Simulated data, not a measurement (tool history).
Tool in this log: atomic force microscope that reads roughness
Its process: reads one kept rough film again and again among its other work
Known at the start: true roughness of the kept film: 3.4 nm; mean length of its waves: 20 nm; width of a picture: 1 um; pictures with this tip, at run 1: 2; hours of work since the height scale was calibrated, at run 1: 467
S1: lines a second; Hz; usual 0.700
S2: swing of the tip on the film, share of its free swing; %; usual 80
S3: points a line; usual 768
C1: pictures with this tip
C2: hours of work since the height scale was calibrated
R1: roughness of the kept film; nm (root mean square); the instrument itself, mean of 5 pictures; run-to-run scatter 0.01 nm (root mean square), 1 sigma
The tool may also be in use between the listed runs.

Run 1, hour 0.0: usual settings; C1 2; C2 467. Result: R1 2.355 nm (root mean square).
Run 2, hour 33.9: usual settings; C1 88; C2 491. Result: R1 1.684 nm (root mean square).
At hour 49.4: new tip fitted.
Run 3, hour 94.3: usual settings; C1 114; C2 535. Result: R1 1.523 nm (root mean square).
At hour 101.2: new tip fitted.
At hour 149.8: new tip fitted.
Run 4, hour 155.0: usual settings; C1 13; C2 578. Result: R1 2.239 nm (root mean square).
Run 5, hour 191.6: usual settings but S2 60 %; C1 106; C2 604. Result: R1 1.704 nm (root mean square).
At hour 197.7: new tip fitted.
At hour 198.7: height scale calibrated on a step standard.
At hour 246.2: new tip fitted.
Run 6, hour 261.3: usual settings; C1 38; C2 45. Result: R1 1.993 nm (root mean square).
At hour 296.8: new tip fitted.
Run 7, hour 334.9: usual settings; C1 96; C2 98. Result: R1 1.623 nm (root mean square).
At hour 345.8: new tip fitted.
At hour 390.3: height scale calibrated on a step standard, once more.
At hour 396.8: new tip fitted.
Run 8, hour 396.8: usual settings but S2 62 %, S3 317; C1 0; C2 4. Result: R1 2.370 nm (root mean square).
At hour 446.3: new tip fitted.
Run 9, hour 468.4: usual settings but S2 62 %, S3 317; C1 56; C2 56. Result: R1 2.004 nm (root mean square).
At hour 493.5: new tip fitted.
Run 10, hour 522.8: usual settings but S1 3.260 Hz, S2 64 %, S3 495; C1 74; C2 95. Result: R1 1.630 nm (root mean square).
At hour 540.2: new tip fitted.
Run 11, hour 559.8: usual settings but S1 3.260 Hz, S2 56 %, S3 822; C1 50; C2 121. Result: R1 1.962 nm (root mean square).
At hour 590.8: new tip fitted.
Run 12, hour 629.1: usual settings but S1 3.260 Hz, S2 56 %, S3 822; C1 97; C2 171. Result: R1 1.545 nm (root mean square).
At hour 641.6: new tip fitted.
At hour 691.7: new tip fitted.
Run 13, hour 696.7: usual settings but S1 0.542 Hz; C1 13; C2 220. Result: R1 2.254 nm (root mean square).
At hour 738.8: new tip fitted.
Run 14, hour 738.8: usual settings but S1 0.542 Hz; C1 0; C2 250. Result: R1 2.407 nm (root mean square).

Here are 5 independent what-if runs from the current tool condition. What would each one return?
Run A, hour 781.6: usual settings but S2 77 %; C1 109; C2 281. Result: R1 ?.
Run B, hour 781.6: usual settings but S1 3.959 Hz; C1 109; C2 281. Result: R1 ?.
Run C, hour 781.6: usual settings but S1 0.558 Hz, S2 72 %, S3 275; C1 109; C2 281. Result: R1 ?.
Run D, hour 781.6: usual settings but S1 1.929 Hz, S2 75 %; C1 109; C2 281. Result: R1 ?.
Run E, hour 781.6: usual settings but S1 3.392 Hz, S2 76 %; C1 109; C2 281. Result: R1 ?.

run     R1
  A  1.571
  B  1.204
  C  1.561
  D  1.452
  E  1.309
Without the tool's unlogged condition, the same runs would have read:
run     R1
  A  2.389
  B  1.826
  C  2.373
  D  2.205
  E  1.988
